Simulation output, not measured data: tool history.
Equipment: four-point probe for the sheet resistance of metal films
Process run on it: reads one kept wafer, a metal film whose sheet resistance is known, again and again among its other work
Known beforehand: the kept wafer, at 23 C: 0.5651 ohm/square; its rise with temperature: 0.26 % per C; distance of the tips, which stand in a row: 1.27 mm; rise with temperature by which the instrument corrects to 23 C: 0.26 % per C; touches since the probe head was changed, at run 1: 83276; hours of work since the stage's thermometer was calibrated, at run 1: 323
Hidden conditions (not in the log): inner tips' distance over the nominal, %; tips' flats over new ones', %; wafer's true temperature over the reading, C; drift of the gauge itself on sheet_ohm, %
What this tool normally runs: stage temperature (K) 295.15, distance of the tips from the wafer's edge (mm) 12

run	hour	stage temperature (K)	distance of the tips from the wafer's edge (mm)	touches since the probe head was changed	hours of work since the stage's thermometer was calibrated	sheet resistance as the instrument gives it (ohm/square)
1	0.0	295.15	12	83276	323	0.568275
# hour 19.1: new probe head fitted
2	43.1	295.15	12	945	349	0.568466
3	88.4	295.15	12	2724	377	0.568312
4	135.4	295.15	12	4571	406	0.568376
5	167.4	295.15	12	5826	426	0.568545
6	213.1	295.15	12	7623	454	0.568457
7	236.1	300.15	12	8525	468	0.568302
8	269.6	300.15	12	9845	489	0.568225
9	290.4	300.15	12	10661	502	0.568321
10	320.2	307.15	8	11831	520	0.572544
11	345.1	293.15	17	12811	536	0.566864
12	388.3	295.15	71	14507	563	0.565414

For each entry between runs, how does the tool's hidden state at the last listed run before it compare with that at the first listed run after it?
In the gap between runs 1 and 2: new probe head fitted (hour 19.1)
  inner tips' distance over the nominal, %: -0.014 -> -0.009; tips' flats over new ones', %: 3 -> 0
